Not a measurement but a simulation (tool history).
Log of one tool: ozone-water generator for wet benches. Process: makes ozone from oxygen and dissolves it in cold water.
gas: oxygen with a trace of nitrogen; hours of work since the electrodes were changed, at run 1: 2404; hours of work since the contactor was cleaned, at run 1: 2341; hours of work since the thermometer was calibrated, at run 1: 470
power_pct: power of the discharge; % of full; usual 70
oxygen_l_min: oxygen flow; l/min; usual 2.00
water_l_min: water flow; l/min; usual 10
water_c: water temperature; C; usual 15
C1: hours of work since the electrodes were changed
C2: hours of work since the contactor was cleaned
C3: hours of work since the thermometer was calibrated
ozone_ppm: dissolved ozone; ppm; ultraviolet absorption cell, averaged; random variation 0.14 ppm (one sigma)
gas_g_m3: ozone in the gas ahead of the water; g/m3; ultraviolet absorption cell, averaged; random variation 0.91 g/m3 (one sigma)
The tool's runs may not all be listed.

{"run": 1, "hour": 0.0, "power_pct": 70, "oxygen_l_min": 2.0, "water_l_min": 10, "water_c": 15, "C1": 2404, "C2": 2341, "C3": 470, "ozone_ppm": 15.2, "gas_g_m3": 154.1}
{"run": 2, "hour": 51.1, "power_pct": 70, "oxygen_l_min": 2.0, "water_l_min": 10, "water_c": 15, "C1": 2451, "C2": 2388, "C3": 518, "ozone_ppm": 15.5, "gas_g_m3": 152.8}
{"run": 3, "hour": 106.0, "power_pct": 70, "oxygen_l_min": 1.08, "water_l_min": 10, "water_c": 15, "C1": 2502, "C2": 2439, "C3": 569, "ozone_ppm": 14.5, "gas_g_m3": 225.9}
{"run": 4, "hour": 153.8, "power_pct": 70, "oxygen_l_min": 1.08, "water_l_min": 10, "water_c": 15, "C1": 2547, "C2": 2484, "C3": 613, "ozone_ppm": 14.6, "gas_g_m3": 225.8}
{"run": 5, "hour": 183.3, "power_pct": 70, "oxygen_l_min": 1.08, "water_l_min": 10, "water_c": 15, "C1": 2574, "C2": 2511, "C3": 640, "ozone_ppm": 14.6, "gas_g_m3": 224.9}
{"run": 6, "hour": 210.5, "power_pct": 70, "oxygen_l_min": 2.0, "water_l_min": 10, "water_c": 15, "C1": 2599, "C2": 2536, "C3": 666, "ozone_ppm": 15.3, "gas_g_m3": 153.2}
{"run": 7, "hour": 268.2, "power_pct": 70, "oxygen_l_min": 2.0, "water_l_min": 10, "water_c": 15, "C1": 2653, "C2": 2590, "C3": 719, "ozone_ppm": 15.2, "gas_g_m3": 153.0}
{"run": 8, "hour": 311.8, "power_pct": 70, "oxygen_l_min": 2.0, "water_l_min": 10, "water_c": 15, "C1": 2693, "C2": 2630, "C3": 760, "ozone_ppm": 15.4, "gas_g_m3": 155.0}
{"run": 9, "hour": 349.2, "power_pct": 70, "oxygen_l_min": 2.0, "water_l_min": 7, "water_c": 15, "C1": 2728, "C2": 2665, "C3": 794, "ozone_ppm": 20.1, "gas_g_m3": 155.4}
{"run": 10, "hour": 392.6, "power_pct": 70, "oxygen_l_min": 2.0, "water_l_min": 7, "water_c": 15, "C1": 2768, "C2": 2705, "C3": 835, "ozone_ppm": 20.1, "gas_g_m3": 155.8}
{"run": 11, "hour": 441.3, "power_pct": 70, "oxygen_l_min": 2.0, "water_l_min": 7, "water_c": 15, "C1": 2813, "C2": 2751, "C3": 880, "ozone_ppm": 20.4, "gas_g_m3": 157.1}
{"run": 12, "hour": 486.7, "power_pct": 70, "oxygen_l_min": 2.0, "water_l_min": 7, "water_c": 15, "C1": 2856, "C2": 2793, "C3": 922, "ozone_ppm": 20.1, "gas_g_m3": 156.6}
{"run": 13, "hour": 533.4, "power_pct": 41, "oxygen_l_min": 2.44, "water_l_min": 7, "water_c": 12, "C1": 2899, "C2": 2836, "C3": 965, "ozone_ppm": 15.6, "gas_g_m3": 102.3}
{"run": 14, "hour": 579.6, "power_pct": 41, "oxygen_l_min": 2.44, "water_l_min": 7, "water_c": 12, "C1": 2942, "C2": 2879, "C3": 1008, "ozone_ppm": 15.3, "gas_g_m3": 103.4}
{"run": 15, "hour": 621.4, "power_pct": 82, "oxygen_l_min": 2.9, "water_l_min": 10, "water_c": 9, "C1": 2981, "C2": 2918, "C3": 1047, "ozone_ppm": 18.1, "gas_g_m3": 137.2}
{"hour": 641.1, "done": "gauge calibrated"}
{"run": 16, "hour": 675.3, "power_pct": 82, "oxygen_l_min": 1.05, "water_l_min": 13, "water_c": 9, "C1": 3031, "C2": 2968, "C3": 1097, "ozone_ppm": 12.7, "gas_g_m3": 251.1}
{"run": 17, "hour": 723.9, "power_pct": 82, "oxygen_l_min": 3.27, "water_l_min": 13, "water_c": 9, "C1": 3076, "C2": 3013, "C3": 1142, "ozone_ppm": 14.6, "gas_g_m3": 123.1}
{"run": 18, "hour": 765.0, "power_pct": 82, "oxygen_l_min": 1.34, "water_l_min": 13, "water_c": 11, "C1": 3114, "C2": 3051, "C3": 1180, "ozone_ppm": 13.3, "gas_g_m3": 216.4}
{"run": 19, "hour": 791.4, "power_pct": 82, "oxygen_l_min": 1.34, "water_l_min": 13, "water_c": 11, "C1": 3138, "C2": 3076, "C3": 1205, "ozone_ppm": 13.3, "gas_g_m3": 216.6}
{"run": 20, "hour": 817.5, "power_pct": 56, "oxygen_l_min": 1.43, "water_l_min": 10, "water_c": 15, "C1": 3163, "C2": 3100, "C3": 1229, "ozone_ppm": 13.2, "gas_g_m3": 167.2}
{"run": 21, "hour": 880.6, "power_pct": 51, "oxygen_l_min": 2.0, "water_l_min": 10, "water_c": 14, "C1": 3221, "C2": 3158, "C3": 1288, "ozone_ppm": 12.8, "gas_g_m3": 129.7}
{"run": 22, "hour": 918.5, "power_pct": 98, "oxygen_l_min": 1.07, "water_l_min": 10, "water_c": 15, "C1": 3256, "C2": 3194, "C3": 1323, "ozone_ppm": 17.5, "gas_g_m3": 274.7}
{"run": 23, "hour": 972.4, "power_pct": 98, "oxygen_l_min": 1.07, "water_l_min": 10, "water_c": 15, "C1": 3306, "C2": 3244, "C3": 1373, "ozone_ppm": 17.9, "gas_g_m3": 276.7}
{"run": 24, "hour": 1035.0, "power_pct": 98, "oxygen_l_min": 1.07, "water_l_min": 10, "water_c": 7, "C1": 3365, "C2": 3302, "C3": 1431, "ozone_ppm": 18.8, "gas_g_m3": 276.9}

5 ways to go on from here, each from the tool as it stands after run 24. What would each give?
{"run": "A", "hour": 1080.3, "power_pct": 98, "oxygen_l_min": 2.07, "water_l_min": 10, "water_c": 20, "C1": 3407, "C2": 3344, "C3": 1473, "ozone_ppm": "?", "gas_g_m3": "?"}
{"run": "B", "hour": 1080.3, "power_pct": 70, "oxygen_l_min": 1.22, "water_l_min": 11, "water_c": 13, "C1": 3407, "C2": 3344, "C3": 1473, "ozone_ppm": "?", "gas_g_m3": "?"}
{"run": "C", "hour": 1080.3, "power_pct": 72, "oxygen_l_min": 1.07, "water_l_min": 6, "water_c": 7, "C1": 3407, "C2": 3344, "C3": 1473, "ozone_ppm": "?", "gas_g_m3": "?"}
{"run": "D", "hour": 1080.3, "power_pct": 77, "oxygen_l_min": 1.26, "water_l_min": 10, "water_c": 15, "C1": 3407, "C2": 3344, "C3": 1473, "ozone_ppm": "?", "gas_g_m3": "?"}
{"run": "E", "hour": 1080.3, "power_pct": 98, "oxygen_l_min": 1.07, "water_l_min": 7, "water_c": 7, "C1": 3407, "C2": 3344, "C3": 1473, "ozone_ppm": "?", "gas_g_m3": "?"}

run=A ozone_ppm=17.5 gas_g_m3=187.0
run=B ozone_ppm=13.8 gas_g_m3=212.2
run=C ozone_ppm=24.8 gas_g_m3=232.1
run=D ozone_ppm=15.6 gas_g_m3=218.7
run=E ozone_ppm=26.3 gas_g_m3=276.6
Without the tool's hidden state the same runs would have given:
run=A ozone_ppm=17.5 gas_g_m3=183.5
run=B ozone_ppm=13.8 gas_g_m3=208.2
run=C ozone_ppm=24.9 gas_g_m3=227.7
run=D ozone_ppm=15.6 gas_g_m3=214.6
run=E ozone_ppm=26.4 gas_g_m3=271.4
